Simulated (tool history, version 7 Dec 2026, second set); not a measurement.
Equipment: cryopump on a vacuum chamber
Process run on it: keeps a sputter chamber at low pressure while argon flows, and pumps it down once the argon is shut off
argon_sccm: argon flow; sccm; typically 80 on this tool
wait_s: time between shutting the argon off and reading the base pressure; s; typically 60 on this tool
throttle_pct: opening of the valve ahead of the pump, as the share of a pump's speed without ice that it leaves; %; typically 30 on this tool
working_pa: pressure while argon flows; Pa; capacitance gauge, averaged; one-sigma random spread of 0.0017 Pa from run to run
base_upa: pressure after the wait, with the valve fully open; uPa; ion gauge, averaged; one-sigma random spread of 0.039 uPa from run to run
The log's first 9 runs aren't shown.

run,hour,argon_sccm,wait_s,throttle_pct,hours of work since the pump was warmed up and emptied,hours of work since the cold head was overhauled,hours of work since the chamber's fittings were tightened,working_pa,base_upa
10,333.9,37,60,30,283,1366,1775,0.1899,2.91
11,364.3,45,60,30,309,1392,1801,0.2303,2.97
12,388.7,45,60,30,330,1413,1822,0.2315,2.99
13,425.8,80,34,30,361,1444,1853,0.412,4.63
14,460.7,80,34,30,391,1474,1883,0.4121,4.48
15,489.8,80,34,30,415,1498,1908,0.4145,4.45
16,525.6,80,34,30,446,1529,1938,0.4171,4.56
17,552.4,112,60,30,469,1551,1961,0.582,2.99
18,601.1,112,60,30,510,1593,2002,0.5808,3.08
19,646.6,112,60,30,548,1631,2041,0.5878,3.17
20,693,58,20,16,588,1671,2080,0.5638,7.07

Predict the results of run 21:
21,737.7,65,264,23,626,1709,2118,?,?

working_pa: 0.4431 Pa
base_upa: 1.64 uPa
Were there no unlogged condition in the tool, this run, its random variation unchanged, would have produced working_pa 0.4261 Pa, base_upa 0.71 uPa.
